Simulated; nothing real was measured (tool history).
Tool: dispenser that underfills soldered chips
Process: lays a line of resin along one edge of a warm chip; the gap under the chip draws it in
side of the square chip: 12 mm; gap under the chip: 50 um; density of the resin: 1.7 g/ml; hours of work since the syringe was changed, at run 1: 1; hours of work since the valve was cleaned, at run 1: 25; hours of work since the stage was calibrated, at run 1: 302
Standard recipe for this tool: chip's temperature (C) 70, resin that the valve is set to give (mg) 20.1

run	day	chip's temperature (C)	resin that the valve is set to give (mg)	hours of work since the syringe was changed	hours of work since the valve was cleaned	hours of work since the stage was calibrated	time until the resin shows at the far edge (s)	resin that the valve gave (mg)
1	0	70	20.1	1	25	302	150	19.71
2	0.192	70	20.1	5	29	306	171.3	19.69
3	0.379	70	20.1	8	32	309	196.2	19.61
# day 0.558: new syringe of resin
4	0.646	70	20.1	1	36	313	147.1	19.48
5	0.829	70	20.1	5	39	316	163.9	19.38
# day 1: dispensing valve cleaned and set on the balance
# day 1.258: new syringe of resin
6	1.329	70	20.1	1	5	324	145.8	20.03
7	1.604	70	20.1	6	10	328	175.2	19.87
8	1.838	70	20.1	10	14	332	203.8	19.8
# day 1.908: new syringe of resin
9	2.171	70	20.1	4	19	338	163.3	19.72
# day 2.55: new syringe of resin
10	2.592	70	20.1	1	26	345	141.7	19.71
11	2.908	76	20.1	6	32	350	141.9	19.49
# day 3.192: new syringe of resin
12	3.267	62	20.1	1	38	356	196.4	19.44
# day 3.554: dispensing valve cleaned and set on the balance
13	3.696	62	20.1	8	2	362	260.5	20.01
# day 3.875: new syringe of resin
14	3.9	70	24.1	0	6	366	143.8	24.04
15	4.296	70	20.1	7	12	372	188.3	19.87
# day 4.533: new syringe of resin
16	4.679	57	20.1	2	19	379	240.8	19.78
17	4.988	57	20.1	8	24	384	300.2	19.63
# day 5.179: new syringe of resin
18	5.329	57	20.1	3	29	389	253.3	19.61
19	5.775	68	18.9	10	37	397	227.9	18.3
# day 5.825: new syringe of resin
# day 6.1: dispensing valve cleaned and set on the balance
20	6.262	72	20.2	7	3	404	168.4	20.07
# day 6.525: new syringe of resin
21	6.525	81	17.4	0	7	409	96.2	17.24
22	6.875	84	19.1	6	13	415	109.7	18.75
# day 7.179: new syringe of resin
23	7.296	60	17.7	2	20	421	219.4	17.29
24	7.717	79	22.7	9	27	429	144.4	21.96
# day 7.842: new syringe of resin
25	8.121	79	22.7	5	34	435	118.8	22.01
# day 8.504: new syringe of resin
26	8.546	73	18.5	1	41	442	127.4	17.76
# day 8.646: dispensing valve cleaned and set on the balance
27	8.933	73	18.5	7	5	448	158.4	18.33
28	9.129	73	18.5	10	8	451	184.3	18.25
# day 9.208: new syringe of resin
29	9.325	73	18.5	2	11	455	135.4	18.23
30	9.646	58	19.5	7	17	460	290.2	19.14
# day 9.867: new syringe of resin
31	9.95	77	20.1	1	22	465	115.4	19.66
32	10.304	68	20.1	7	28	471	200.2	19.54
# day 10.529: new syringe of resin
33	10.692	84	17.9	3	34	477	94.3	17.35
34	11.088	59	19.4	9	41	484	289.3	18.65
# day 11.167: dispensing valve cleaned and set on the balance
# day 11.233: new syringe of resin
35	11.438	59	19.4	3	4	489	231.1	19.31

Take each entry between the runs: how does the hidden state at the last listed run before it differ from the hidden state at the first listed run after it?
After run 3, before run 4: new syringe of resin (day 0.558)
  resin's viscosity, % of fresh resin's: 137.7 -> 104.5; dose that the valve gives, % of what is set: 97.34 -> 96.98; true chip temperature over the reading, C: 1.44 -> 1.47
  measured less the result without the state, time until the resin shows at the far edge (s): +46.5 -> -0.8; resin that the valve gave (mg): -0.53 -> -0.6
After run 5, before run 6: dispensing valve cleaned and set on the balance (day 1); new syringe of resin (day 1.258)
  resin's viscosity, % of fresh resin's: 118.6 -> 103.9; dose that the valve gives, % of what is set: 96.71 -> 99.42; true chip temperature over the reading, C: 1.49 -> 1.53
  measured less the result without the state, time until the resin shows at the far edge (s): +18.7 -> -2.4; resin that the valve gave (mg): -0.66 -> -0.11
After run 8, before run 9: new syringe of resin (day 1.908)
  resin's viscosity, % of fresh resin's: 146.3 -> 118.5; dose that the valve gives, % of what is set: 98.73 -> 98.27; true chip temperature over the reading, C: 1.59 -> 1.62
  measured less the result without the state, time until the resin shows at the far edge (s): +56.7 -> +17.5; resin that the valve gave (mg): -0.25 -> -0.35
After run 9, before run 10: new syringe of resin (day 2.55)
  resin's viscosity, % of fresh resin's: 118.5 -> 102.6; dose that the valve gives, % of what is set: 98.27 -> 97.66; true chip temperature over the reading, C: 1.62 -> 1.66
  measured less the result without the state, time until the resin shows at the far edge (s): +17.5 -> -4.6; resin that the valve gave (mg): -0.35 -> -0.47
After run 11, before run 12: new syringe of resin (day 3.192)
  resin's viscosity, % of fresh resin's: 127.1 -> 106.4; dose that the valve gives, % of what is set: 97.22 -> 96.71; true chip temperature over the reading, C: 1.7 -> 1.73
  measured less the result without the state, time until the resin shows at the far edge (s): +23.8 -> +0.1; resin that the valve gave (mg): -0.56 -> -0.67
After run 12, before run 13: dispensing valve cleaned and set on the balance (day 3.554)
  resin's viscosity, % of fresh resin's: 106.4 -> 138.3; dose that the valve gives, % of what is set: 96.71 -> 99.92; true chip temperature over the reading, C: 1.73 -> 1.77
  measured less the result without the state, time until the resin shows at the far edge (s): +0.1 -> +59.2; resin that the valve gave (mg): -0.67 -> -0.01
After run 13, before run 14: new syringe of resin (day 3.875)
  resin's viscosity, % of fresh resin's: 138.3 -> 102.4; dose that the valve gives, % of what is set: 99.92 -> 99.66; true chip temperature over the reading, C: 1.77 -> 1.79
  measured less the result without the state, time until the resin shows at the far edge (s): +59.2 -> -6; resin that the valve gave (mg): -0.01 -> -0.09
After run 15, before run 16: new syringe of resin (day 4.533)
  resin's viscosity, % of fresh resin's: 133.6 -> 108.5; dose that the valve gives, % of what is set: 99.12 -> 98.59; true chip temperature over the reading, C: 1.83 -> 1.87
  measured less the result without the state, time until the resin shows at the far edge (s): +37.8 -> +2.7; resin that the valve gave (mg): -0.18 -> -0.28
After run 17, before run 18: new syringe of resin (day 5.179)
  resin's viscosity, % of fresh resin's: 133.9 -> 113.5; dose that the valve gives, % of what is set: 98.13 -> 97.69; true chip temperature over the reading, C: 1.9 -> 1.93
  measured less the result without the state, time until the resin shows at the far edge (s): +59.5 -> +13.5; resin that the valve gave (mg): -0.37 -> -0.46
After run 19, before run 20: new syringe of resin (day 5.825); dispensing valve cleaned and set on the balance (day 6.1)
  resin's viscosity, % of fresh resin's: 153.4 -> 133; dose that the valve gives, % of what is set: 97.08 -> 99.28; true chip temperature over the reading, C: 1.98 -> 2.02
  measured less the result without the state, time until the resin shows at the far edge (s): +68.9 -> +32.5; resin that the valve gave (mg): -0.55 -> -0.14
After run 20, before run 21: new syringe of resin (day 6.525)
  resin's viscosity, % of fresh resin's: 133 -> 101.6; dose that the valve gives, % of what is set: 99.28 -> 98.91; true chip temperature over the reading, C: 2.02 -> 2.04
  measured less the result without the state, time until the resin shows at the far edge (s): +32.5 -> -5; resin that the valve gave (mg): -0.14 -> -0.19
After run 22, before run 23: new syringe of resin (day 7.179)
  resin's viscosity, % of fresh resin's: 128.9 -> 108.4; dose that the valve gives, % of what is set: 98.45 -> 97.83; true chip temperature over the reading, C: 2.08 -> 2.12
  measured less the result without the state, time until the resin shows at the far edge (s): +18.8 -> +1; resin that the valve gave (mg): -0.3 -> -0.39
After run 24, before run 25: new syringe of resin (day 7.842)
  resin's viscosity, % of fresh resin's: 143.8 -> 119.4; dose that the valve gives, % of what is set: 97.23 -> 96.67; true chip temperature over the reading, C: 2.16 -> 2.2
  measured less the result without the state, time until the resin shows at the far edge (s): +36.4 -> +11.8; resin that the valve gave (mg): -0.63 -> -0.75
After run 25, before run 26: new syringe of resin (day 8.504)
  resin's viscosity, % of fresh resin's: 119.4 -> 102.6; dose that the valve gives, % of what is set: 96.67 -> 96.05; true chip temperature over the reading, C: 2.2 -> 2.25
  measured less the result without the state, time until the resin shows at the far edge (s): +11.8 -> -6.1; resin that the valve gave (mg): -0.75 -> -0.73
After run 26, before run 27: dispensing valve cleaned and set on the balance (day 8.646)
  resin's viscosity, % of fresh resin's: 102.6 -> 129.6; dose that the valve gives, % of what is set: 96.05 -> 99.15; true chip temperature over the reading, C: 2.25 -> 2.28
  measured less the result without the state, time until the resin shows at the far edge (s): -6.1 -> +26.3; resin that the valve gave (mg): -0.73 -> -0.16
After run 28, before run 29: new syringe of resin (day 9.208)
  resin's viscosity, % of fresh resin's: 147.8 -> 109.1; dose that the valve gives, % of what is set: 98.88 -> 98.63; true chip temperature over the reading, C: 2.3 -> 2.32
  measured less the result without the state, time until the resin shows at the far edge (s): +49.4 -> +1.1; resin that the valve gave (mg): -0.21 -> -0.25
After run 30, before run 31: new syringe of resin (day 9.867)
  resin's viscosity, % of fresh resin's: 135.5 -> 107.6; dose that the valve gives, % of what is set: 98.18 -> 97.8; true chip temperature over the reading, C: 2.35 -> 2.38
  measured less the result without the state, time until the resin shows at the far edge (s): +56.4 -> -0.7; resin that the valve gave (mg): -0.35 -> -0.44
After run 32, before run 33: new syringe of resin (day 10.529)
  resin's viscosity, % of fresh resin's: 136.4 -> 109.7; dose that the valve gives, % of what is set: 97.31 -> 96.8; true chip temperature over the reading, C: 2.42 -> 2.46
  measured less the result without the state, time until the resin shows at the far edge (s): +40.4 -> +1.7; resin that the valve gave (mg): -0.54 -> -0.57
After run 34, before run 35: dispensing valve cleaned and set on the balance (day 11.167); new syringe of resin (day 11.233)
  resin's viscosity, % of fresh resin's: 143.4 -> 113.8; dose that the valve gives, % of what is set: 96.19 -> 99.49; true chip temperature over the reading, C: 2.5 -> 2.53
  measured less the result without the state, time until the resin shows at the far edge (s): +68.6 -> +7.7; resin that the valve gave (mg): -0.74 -> -0.1

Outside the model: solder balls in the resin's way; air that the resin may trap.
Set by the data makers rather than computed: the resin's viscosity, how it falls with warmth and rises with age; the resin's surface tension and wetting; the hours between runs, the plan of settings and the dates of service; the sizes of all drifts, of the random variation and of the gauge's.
